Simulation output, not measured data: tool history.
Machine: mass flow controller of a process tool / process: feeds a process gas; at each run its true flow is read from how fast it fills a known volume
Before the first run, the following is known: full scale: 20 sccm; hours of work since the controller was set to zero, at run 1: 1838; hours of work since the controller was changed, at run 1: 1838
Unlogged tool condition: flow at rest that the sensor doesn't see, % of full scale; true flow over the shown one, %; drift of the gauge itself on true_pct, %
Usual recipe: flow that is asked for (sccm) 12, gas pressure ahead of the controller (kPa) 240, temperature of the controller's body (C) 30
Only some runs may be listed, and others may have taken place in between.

run     day  flow that is asked for (sccm)  gas pressure ahead of the controller (kPa)  temperature of the controller's body (C)  hours of work since the controller was set to zero  hours of work since the controller was changed  true flow (%)
  1   0.000                             12                                         240                                        30                                                1838                                            1838          99.81
  2   7.504                             12                                         194                                        30                                                1897                                            1897          99.85
  3  16.833                             12                                         240                                        30                                                1970                                            1970          99.95
  4  22.258                             12                                         228                                        30                                                2012                                            2012          99.98
  5  31.842                             12                                         228                                        30                                                2088                                            2088          99.98
  6  36.133                             12                                         228                                        30                                                2121                                            2121          99.92
  7  41.854                             12                                         228                                        30                                                2166                                            2166          99.84
  8  47.758                             12                                         228                                        30                                                2212                                            2212         100.00
  9  52.571                             11                                         228                                        24                                                2250                                            2250         100.45
 10  58.733                             11                                         160                                        31                                                2299                                            2299          99.97
 11  63.508                             11                                         160                                        31                                                2336                                            2336         100.07
 12  70.388                              8                                         197                                        38                                                2390                                            2390          99.05
 13  76.704                              8                                         197                                        38                                                2439                                            2439          99.10
 14  81.942                             12                                         240                                        23                                                2480                                            2480         100.79
 15  91.108                              5                                         253                                        33                                                2552                                            2552          99.00
 16  99.096                              5                                         253                                        33                                                2615                                            2615          99.04

Each row is a separate what-if for the run after 16, all from the same tool condition, not one after another. Results?
  A  107.508                              3                                         253                                        28                                                2681                                            2681              ?
  B  107.508                             17                                         253                                        33                                                2681                                            2681              ?
  C  107.508                              6                                         152                                        30                                                2681                                            2681              ?
  D  107.508                             12                                         191                                        27                                                2681                                            2681              ?
  E  107.508                             12                                         277                                        29                                                2681                                            2681              ?

run  true flow (%)
  A          98.70
  B         100.32
  C          99.53
  D         100.57
  E         100.20
With no hidden state in the tool, these same runs would have given:
run  true flow (%)
  A          98.65
  B          99.11
  C          98.77
  D          99.46
  E          99.08

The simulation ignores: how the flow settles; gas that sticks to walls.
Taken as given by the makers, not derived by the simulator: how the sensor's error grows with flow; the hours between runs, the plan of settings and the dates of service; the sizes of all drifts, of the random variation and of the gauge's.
